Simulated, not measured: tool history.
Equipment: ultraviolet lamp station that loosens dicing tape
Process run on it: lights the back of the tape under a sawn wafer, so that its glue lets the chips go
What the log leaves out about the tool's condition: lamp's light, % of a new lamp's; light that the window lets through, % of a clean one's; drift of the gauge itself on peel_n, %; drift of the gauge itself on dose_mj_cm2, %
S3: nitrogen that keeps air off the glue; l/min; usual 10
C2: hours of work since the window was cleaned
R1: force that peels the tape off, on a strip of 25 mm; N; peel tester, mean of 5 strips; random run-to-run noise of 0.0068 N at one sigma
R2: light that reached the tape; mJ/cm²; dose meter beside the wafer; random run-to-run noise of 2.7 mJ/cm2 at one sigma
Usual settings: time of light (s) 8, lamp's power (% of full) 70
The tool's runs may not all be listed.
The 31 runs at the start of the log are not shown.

run 32 hour=612.6 | time_of_light_(s)=8 lamp's_power_(%_of_full)=85 S3=8 | hours_of_work_of_the_lamp=712 C2=106 | R1=0.251 R2=378
run 33 hour=624.5 | time_of_light_(s)=8 lamp's_power_(%_of_full)=85 S3=8 | hours_of_work_of_the_lamp=718 C2=112 | R1=0.253 R2=377
run 34 hour=640.8 | time_of_light_(s)=11 lamp's_power_(%_of_full)=87 S3=5 | hours_of_work_of_the_lamp=726 C2=119 | R1=0.177 R2=527
run 35 hour=667.3 | time_of_light_(s)=11 lamp's_power_(%_of_full)=87 S3=5 | hours_of_work_of_the_lamp=738 C2=132 | R1=0.182 R2=522
run 36 hour=682.9 | time_of_light_(s)=11 lamp's_power_(%_of_full)=87 S3=5 | hours_of_work_of_the_lamp=746 C2=140 | R1=0.182 R2=522
run 37 hour=702.4 | time_of_light_(s)=11 lamp's_power_(%_of_full)=87 S3=5 | hours_of_work_of_the_lamp=755 C2=149 | R1=0.178 R2=522
run 38 hour=723.3 | time_of_light_(s)=11 lamp's_power_(%_of_full)=87 S3=5 | hours_of_work_of_the_lamp=765 C2=159 | R1=0.193 R2=521
run 39 hour=735.2 | time_of_light_(s)=16 lamp's_power_(%_of_full)=97 S3=14 | hours_of_work_of_the_lamp=771 C2=165 | R1=0.113 R2=851
run 40 hour=749.7 | time_of_light_(s)=12 lamp's_power_(%_of_full)=87 S3=3 | hours_of_work_of_the_lamp=778 C2=172 | R1=0.210 R2=560
run 41 hour=766.3 | time_of_light_(s)=7 lamp's_power_(%_of_full)=70 S3=10 | hours_of_work_of_the_lamp=786 C2=179 | R1=0.428 R2=264
run 42 hour=779.2 | time_of_light_(s)=7 lamp's_power_(%_of_full)=70 S3=10 | hours_of_work_of_the_lamp=792 C2=186 | R1=0.423 R2=268
run 43 hour=806.0 | time_of_light_(s)=14 lamp's_power_(%_of_full)=80 S3=3 | hours_of_work_of_the_lamp=805 C2=198 | R1=0.174 R2=600

3 options for the next run, each taken on its own from the tool as it stands now. Forecast them:
run A hour=829.3 | time_of_light_(s)=4 lamp's_power_(%_of_full)=70 S3=14 | hours_of_work_of_the_lamp=816 C2=210 | R1=? R2=?
run B hour=829.3 | time_of_light_(s)=16 lamp's_power_(%_of_full)=70 S3=10 | hours_of_work_of_the_lamp=816 C2=210 | R1=? R2=?
run C hour=829.3 | time_of_light_(s)=12 lamp's_power_(%_of_full)=98 S3=19 | hours_of_work_of_the_lamp=816 C2=210 | R1=? R2=?

run=A R1=0.920 R2=153
run=B R1=0.122 R2=604
run=C R1=0.126 R2=630
With no hidden state in the tool, these same runs would have given:
run=A R1=0.682 R2=190
run=B R1=0.110 R2=748
run=C R1=0.122 R2=781

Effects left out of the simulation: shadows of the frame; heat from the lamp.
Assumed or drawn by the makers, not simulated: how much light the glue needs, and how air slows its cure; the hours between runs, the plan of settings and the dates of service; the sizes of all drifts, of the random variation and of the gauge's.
